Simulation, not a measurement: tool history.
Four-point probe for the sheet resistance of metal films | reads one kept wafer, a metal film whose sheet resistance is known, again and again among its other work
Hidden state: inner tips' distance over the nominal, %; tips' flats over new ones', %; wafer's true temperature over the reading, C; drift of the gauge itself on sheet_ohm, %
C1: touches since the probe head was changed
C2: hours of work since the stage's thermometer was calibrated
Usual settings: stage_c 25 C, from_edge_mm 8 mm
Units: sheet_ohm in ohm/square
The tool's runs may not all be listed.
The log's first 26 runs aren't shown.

run 27 hour=1254.6 | stage_c=32 from_edge_mm=57 | C1=68425 C2=1328 | sheet_ohm=0.098675
run 28 hour=1302.7 | stage_c=32 from_edge_mm=57 | C1=69407 C2=1353 | sheet_ohm=0.098642
run 29 hour=1336 | stage_c=32 from_edge_mm=57 | C1=70087 C2=1370 | sheet_ohm=0.098645
run 30 hour=1397 | stage_c=29 from_edge_mm=6 | C1=71333 C2=1402 | sheet_ohm=0.100374
run 31 hour=1431.7 | stage_c=29 from_edge_mm=6 | C1=72042 C2=1420 | sheet_ohm=0.100376
run 32 hour=1482.5 | stage_c=28 from_edge_mm=10 | C1=73079 C2=1447 | sheet_ohm=0.099549
run 33 hour=1520 | stage_c=28 from_edge_mm=14 | C1=73844 C2=1466 | sheet_ohm=0.099281
run 34 hour=1568 | stage_c=28 from_edge_mm=8 | C1=74825 C2=1491 | sheet_ohm=0.099854
run 35 hour=1618.3 | stage_c=21 from_edge_mm=46 | C1=75851 C2=1518 | sheet_ohm=0.09972
run 36 hour=1685.5 | stage_c=20 from_edge_mm=9 | C1=77223 C2=1553 | sheet_ohm=0.100453
run 37 hour=1755.2 | stage_c=20 from_edge_mm=9 | C1=78647 C2=1589 | sheet_ohm=0.100473
run 38 hour=1799.6 | stage_c=23 from_edge_mm=37 | C1=79554 C2=1612 | sheet_ohm=0.099566
run 39 hour=1830.7 | stage_c=21 from_edge_mm=28 | C1=80189 C2=1628 | sheet_ohm=0.099762
run 40 hour=1904.2 | stage_c=30 from_edge_mm=30 | C1=81689 C2=1667 | sheet_ohm=0.098898
run 41 hour=1950.3 | stage_c=30 from_edge_mm=30 | C1=82631 C2=1691 | sheet_ohm=0.098882
run 42 hour=2006.7 | stage_c=22 from_edge_mm=5 | C1=83782 C2=1720 | sheet_ohm=0.101693
run 43 hour=2059 | stage_c=30 from_edge_mm=14 | C1=84851 C2=1747 | sheet_ohm=0.099075
run 44 hour=2111.7 | stage_c=20 from_edge_mm=9 | C1=85926 C2=1775 | sheet_ohm=0.100445

Forecast each of these 4 alternatives for the next run:
run A hour=2180.1 | stage_c=24 from_edge_mm=23 | C1=87324 C2=1811 | sheet_ohm=?
run B hour=2180.1 | stage_c=27 from_edge_mm=7 | C1=87324 C2=1811 | sheet_ohm=?
run C hour=2180.1 | stage_c=32 from_edge_mm=57 | C1=87324 C2=1811 | sheet_ohm=?
run D hour=2180.1 | stage_c=33 from_edge_mm=36 | C1=87324 C2=1811 | sheet_ohm=?

run=A sheet_ohm=0.099485
run=B sheet_ohm=0.100186
run=C sheet_ohm=0.098658
run=D sheet_ohm=0.098574
Without the tool's hidden state the same runs would have given:
run=A sheet_ohm=0.099494
run=B sheet_ohm=0.100195
run=C sheet_ohm=0.098666
run=D sheet_ohm=0.098582
